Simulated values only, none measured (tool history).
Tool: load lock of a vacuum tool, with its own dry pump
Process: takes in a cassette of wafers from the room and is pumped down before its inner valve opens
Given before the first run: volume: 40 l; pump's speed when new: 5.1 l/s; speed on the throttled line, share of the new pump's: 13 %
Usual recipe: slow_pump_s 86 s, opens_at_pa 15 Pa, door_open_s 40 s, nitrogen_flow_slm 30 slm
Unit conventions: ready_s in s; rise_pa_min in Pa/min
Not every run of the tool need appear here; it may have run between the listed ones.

run	hour	slow_pump_s	opens_at_pa	door_open_s	nitrogen_flow_slm	incoming humidity of the room's air, %	ready_s	rise_pa_min
1	0	86	15	40	30	45.1	153.4	0.087
2	387.9	86	15	40	30	47.7	155.2	0.11
3	676.6	86	19	40	30	44.3	151.7	0.143
4	1021.3	86	15	40	30	43.6	154.5	0.175
5	1273.7	86	15	40	30	43.6	153.8	0.196
6	1551.9	86	15	40	30	46.7	153	0.223
7	2028.6	86	15	40	30	49.7	153.9	0.279
8	2289.6	86	15	35	30	47.3	154.4	0.303
9	2706.6	86	15	40	30	45.4	156	0.365
10	2939.6	86	23	74	30	49.9	150.8	0.397
11	3352	165	20	212	25	44.6	219	0.469
12	3610.9	70	15	72	21	45.4	143.1	0.506
13	4088.8	86	16	40	24	42.5	155.2	0.58
14	4433.8	86	18	26	32	43.8	155.6	0.643
15	4742.4	86	18	30	32	44.3	154.9	0.699
# hour 4825.6: door's seal changed, seat wiped
16	5062.5	70	15	42	4	48.2	144.3	0.056
17	5419.6	86	15	143	34	44.1	158	0.055
18	5656.6	86	15	35	9	46.4	157.8	0.071

Measured result minus the same run's result without the hidden state. Both carry the same run-to-run variation, though not necessarily the same gauge scatter:
The tool's hidden condition here consists of: pump's speed, % of a new pump's; leak at the door's seal, Pa l/s; drift of the gauge itself on ready_s, %; drift of the gauge itself on rise_pa_min, %.
run	ready_s	rise_pa_min
1	+9.2	+0.066
2	+9.6	+0.094
3	+9.2	+0.124
4	+10	+0.155
5	+10.2	+0.18
6	+10.4	+0.203
7	+10.9	+0.261
8	+11.1	+0.288
9	+11.6	+0.346
10	+11	+0.373
11	+9.3	+0.436
12	+12.8	+0.475
13	+12.6	+0.561
14	+12.8	+0.631
15	+13	+0.686
16	+14.2	+0.009
17	+14.1	+0.027
18	+14.3	+0.041
